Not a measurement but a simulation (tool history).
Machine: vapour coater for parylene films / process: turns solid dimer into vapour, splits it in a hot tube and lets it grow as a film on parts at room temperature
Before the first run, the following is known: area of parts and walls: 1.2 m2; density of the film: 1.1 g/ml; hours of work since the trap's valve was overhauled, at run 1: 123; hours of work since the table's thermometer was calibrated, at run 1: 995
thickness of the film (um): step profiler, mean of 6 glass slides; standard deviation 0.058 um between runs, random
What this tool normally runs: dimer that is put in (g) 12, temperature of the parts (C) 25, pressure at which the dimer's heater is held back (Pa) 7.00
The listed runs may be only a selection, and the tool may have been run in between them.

| run | hour | dimer that is put in (g) | temperature of the parts (C) | pressure at which the dimer's heater is held back (Pa) | hours of work since the trap's valve was overhauled | hours of work since the table's thermometer was calibrated | thickness of the film (um) |
|---|---|---|---|---|---|---|---|
| 1 | 0.0 | 12 | 25 | 7.00 | 123 | 995 | 6.60 |
| 2 | 45.7 | 12 | 25 | 7.00 | 151 | 1023 | 6.50 |
| 3 | 80.1 | 12 | 25 | 7.00 | 172 | 1044 | 6.63 |
| 4 | 118.6 | 8 | 25 | 7.00 | 196 | 1068 | 4.29 |
| 5 | 161.5 | 8 | 25 | 7.00 | 223 | 1095 | 4.29 |
| 6 | 194.7 | 8 | 25 | 7.00 | 243 | 1115 | 4.31 |
| 7 | 223.0 | 12 | 25 | 7.00 | 261 | 1133 | 6.41 |
| 8 | 260.3 | 12 | 25 | 7.00 | 284 | 1156 | 6.41 |
| 9 | 280.1 | 12 | 25 | 7.00 | 296 | 1168 | 6.34 |
| 10 | 306.8 | 12 | 25 | 7.00 | 313 | 1184 | 6.39 |
| 11 | 352.8 | 12 | 25 | 7.00 | 341 | 1213 | 6.27 |
| 12 | 379.9 | 12 | 28 | 7.00 | 358 | 1230 | 5.72 |
| 13 | 411.2 | 12 | 25 | 7.00 | 377 | 1249 | 6.32 |
| 14 | 431.6 | 12 | 25 | 7.00 | 390 | 1262 | 6.30 |
| 15 | 472.9 | 12 | 25 | 2.51 | 415 | 1287 | 6.86 |
| 16 | 510.5 | 12 | 25 | 2.51 | 439 | 1311 | 6.85 |
| 17 | 545.3 | 12 | 23 | 7.00 | 460 | 1332 | 6.71 |
| 18 | 573.5 | 12 | 18 | 7.00 | 478 | 1350 | 7.53 |
| 19 | 593.7 | 12 | 21 | 7.00 | 490 | 1362 | 6.81 |
|  | 608.4 | trap's valve overhauled |
| 20 | 640.9 | 12 | 21 | 7.00 | 20 | 1389 | 7.48 |
| 21 | 670.9 | 12 | 21 | 7.00 | 39 | 1407 | 7.43 |
| 22 | 695.1 | 12 | 25 | 7.00 | 54 | 1422 | 6.57 |
| 23 | 722.6 | 12 | 25 | 7.00 | 71 | 1439 | 6.51 |
| 24 | 767.2 | 12 | 25 | 7.00 | 98 | 1467 | 6.62 |
| 25 | 799.2 | 9 | 25 | 3.60 | 118 | 1487 | 5.21 |
| 26 | 839.8 | 19 | 25 | 4.99 | 143 | 1512 | 10.56 |
|  | 843.5 | table's thermometer calibrated |
| 27 | 875.1 | 12 | 25 | 8.22 | 165 | 20 | 6.30 |
| 28 | 900.7 | 12 | 25 | 8.22 | 180 | 35 | 6.27 |
| 29 | 928.9 | 12 | 25 | 8.22 | 198 | 53 | 6.33 |
|  | 942.7 | table's thermometer calibrated, once more |
| 30 | 967.9 | 12 | 25 | 8.22 | 221 | 16 | 6.35 |
| 31 | 1000.8 | 12 | 25 | 8.22 | 242 | 36 | 6.39 |
| 32 | 1047.0 | 12 | 37 | 8.22 | 270 | 65 | 4.49 |
| 33 | 1069.5 | 6 | 29 | 8.76 | 284 | 79 | 2.82 |
| 34 | 1104.3 | 6 | 29 | 8.76 | 306 | 100 | 2.80 |
| 35 | 1131.0 | 5 | 24 | 4.29 | 322 | 117 | 2.96 |
| 36 | 1178.3 | 11 | 22 | 4.29 | 352 | 146 | 6.70 |
| 37 | 1206.3 | 11 | 22 | 4.29 | 369 | 163 | 6.77 |
| 38 | 1250.5 | 11 | 22 | 4.29 | 396 | 191 | 6.59 |
| 39 | 1293.3 | 12 | 21 | 8.99 | 423 | 217 | 6.88 |
| 40 | 1321.8 | 5 | 23 | 8.64 | 440 | 235 | 2.72 |
| 41 | 1353.9 | 13 | 25 | 2.70 | 460 | 255 | 7.47 |
| 42 | 1390.7 | 13 | 23 | 2.25 | 483 | 277 | 8.07 |
|  | 1417.9 | trap's valve overhauled |
| 43 | 1438.8 | 13 | 23 | 2.25 | 13 | 305 | 8.78 |
| 44 | 1471.0 | 13 | 29 | 2.25 | 33 | 325 | 7.31 |
| 45 | 1495.4 | 12 | 34 | 7.19 | 48 | 340 | 5.19 |
| 46 | 1514.7 | 6 | 25 | 11.49 | 60 | 352 | 3.11 |

Alternative continuations, all from the tool just after run 46; predict every row:
| A | 1554.4 | 12 | 20 | 7.00 | 85 | 376 | ? |
| B | 1554.4 | 15 | 25 | 11.56 | 85 | 376 | ? |
| C | 1554.4 | 18 | 35 | 2.84 | 85 | 376 | ? |

| run | thickness of the film (um) |
|---|---|
| A | 7.64 |
| B | 7.93 |
| C | 8.12 |
With no hidden state in the tool, these same runs would have given:
| run | thickness of the film (um) |
|---|---|
| A | 7.79 |
| B | 8.09 |
| C | 8.28 |
